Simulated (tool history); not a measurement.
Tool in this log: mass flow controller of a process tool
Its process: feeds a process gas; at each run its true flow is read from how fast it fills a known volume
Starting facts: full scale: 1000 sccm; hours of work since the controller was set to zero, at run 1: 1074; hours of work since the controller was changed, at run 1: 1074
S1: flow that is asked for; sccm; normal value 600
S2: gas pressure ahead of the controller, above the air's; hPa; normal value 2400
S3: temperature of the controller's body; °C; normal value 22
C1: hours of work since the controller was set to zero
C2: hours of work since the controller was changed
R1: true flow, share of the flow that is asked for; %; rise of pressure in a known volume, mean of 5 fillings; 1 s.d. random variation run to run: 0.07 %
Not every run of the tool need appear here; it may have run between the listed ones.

run    hour   S1    S2  S3    C1    C2      R1
  1     0.0  600  2400  22  1074  1074   98.77
  2   137.1  600  2400  22  1174  1174   98.91
  3   288.1  600  2400  22  1283  1283   99.12
  4   379.6  600  2400  22  1350  1350   99.19
  5   503.9  600  2400  22  1441  1441   99.40
  6   625.1  600  2400  22  1529  1529   99.69
  7   715.2  600  2400  22  1594  1594   99.85
  8   786.6  600  2400  22  1646  1646   99.84
  9   929.0  600  2400  22  1750  1750   99.97
 10  1072.0  600  2400  22  1854  1854  100.35
 11  1180.3  600  2400  22  1933  1933  100.31
 12  1324.0  227  2540  29  2037  2037   98.47
     1430.0  -- gauge calibrated
 13  1439.7  227  1650  24  2122  2122   97.92
 14  1518.1  227  1650  24  2179  2179   97.88
 15  1647.2  227  1650  24  2273  2273   98.13
 16  1725.7  227  1650  24  2330  2330   98.30
 17  1803.1  370  1450  25  2386  2386   98.78
 18  1895.3  740  2240  22  2453  2453   99.94
 19  2037.1  740  2240  22  2557  2557  100.12

Below are 3 alternative next runs, each starting from the tool's condition after run 19. Predict each:
  A  2188.0  459  2470  22  2666  2666   ?
  B  2188.0  595  2240  29  2666  2666   ?
  C  2188.0  155  2400  34  2666  2666   ?

run     R1
  A  99.31
  B  99.13
  C  97.16
With no hidden state in the tool, these same runs would have given:
run     R1
  A  98.30
  B  98.12
  C  96.18

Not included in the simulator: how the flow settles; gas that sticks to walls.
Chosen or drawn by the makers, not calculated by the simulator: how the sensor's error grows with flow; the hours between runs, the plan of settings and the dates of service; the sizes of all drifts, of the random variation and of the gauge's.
